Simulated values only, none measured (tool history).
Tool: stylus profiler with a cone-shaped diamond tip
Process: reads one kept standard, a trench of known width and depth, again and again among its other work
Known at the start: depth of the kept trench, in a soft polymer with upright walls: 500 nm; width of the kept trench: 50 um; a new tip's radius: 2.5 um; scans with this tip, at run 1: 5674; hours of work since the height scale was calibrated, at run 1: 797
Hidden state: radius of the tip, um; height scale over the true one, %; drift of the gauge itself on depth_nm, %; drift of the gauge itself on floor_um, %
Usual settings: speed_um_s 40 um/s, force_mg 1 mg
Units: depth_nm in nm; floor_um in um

run,hour,speed_um_s,force_mg,scans with this tip,hours of work since the height scale was calibrated,depth_nm,floor_um
1,0,40,1,5674,797,501.87,45.97
2,35.6,40,0.48,5835,819,500.38,45.84
3,71.6,37,1,5999,842,501.46,45.93
4,98.6,40,1,6121,859,501.52,45.88
5,138.8,40,1,6304,885,501.84,45.9
6,184.2,40,1,6510,914,501.49,45.83
7,226,40,1,6700,941,501.28,45.83
8,246.1,77,1,6791,953,501.51,45.42
9,288.5,40,1,6984,980,501.66,45.83
10,329.4,40,1,7169,1007,501.39,45.86
11,369.3,40,1,7350,1032,501.21,45.76
12,412.6,40,1,7547,1060,501.42,45.73
13,438.8,40,1,7666,1076,501.12,45.77
14,475.7,40,1,7833,1100,501.24,45.7
15,522.7,40,0.65,8047,1130,500.01,45.65
16,563.4,40,0.65,8231,1156,500.15,45.6
17,609.5,40,0.65,8440,1185,500.05,45.59
18,646.3,40,0.69,8608,1208,500.22,45.56
19,680.9,30,0.38,8765,1231,499.14,45.54
20,712.4,73,0.63,8907,1251,499.9,45.09
21,752.8,29,0.93,9091,1276,500.66,45.73
22,791.5,15,0.93,9266,1301,500.5,45.84
23,830.4,15,0.93,9443,1326,500.45,45.87
# hour 836.3: height scale calibrated on a step standard
24,855.1,73,2.36,9553,12,506.24,45.46
25,895.7,73,2.36,9737,38,506.25,45.48
26,919.3,73,2.36,9844,53,506.17,45.43
27,942.4,40,0.34,9949,68,501.6,45.22
28,962.2,22,0.43,10039,80,501.61,45.54
29,997.5,151,1.15,10199,103,503.52,44.52
30,1025,42,1.76,10324,120,504.85,45.54
31,1066.4,86,1.31,10512,147,503.87,45.14
32,1091.4,65,2.04,10625,163,505.45,45.38

3 ways to go on from here, each from the tool as it stands after run 32. What would each give?
A,1110.9,49,1.97,10714,175,?,?
B,1110.9,65,1.36,10714,175,?,?
C,1110.9,13,1,10714,175,?,?

run,depth_nm,floor_um
A,505.1,45.52
B,503.69,45.32
C,503,45.67
Without the tool's hidden state the same runs would have given:
run,depth_nm,floor_um
A,505.63,46.7
B,504.21,46.5
C,503.52,46.85

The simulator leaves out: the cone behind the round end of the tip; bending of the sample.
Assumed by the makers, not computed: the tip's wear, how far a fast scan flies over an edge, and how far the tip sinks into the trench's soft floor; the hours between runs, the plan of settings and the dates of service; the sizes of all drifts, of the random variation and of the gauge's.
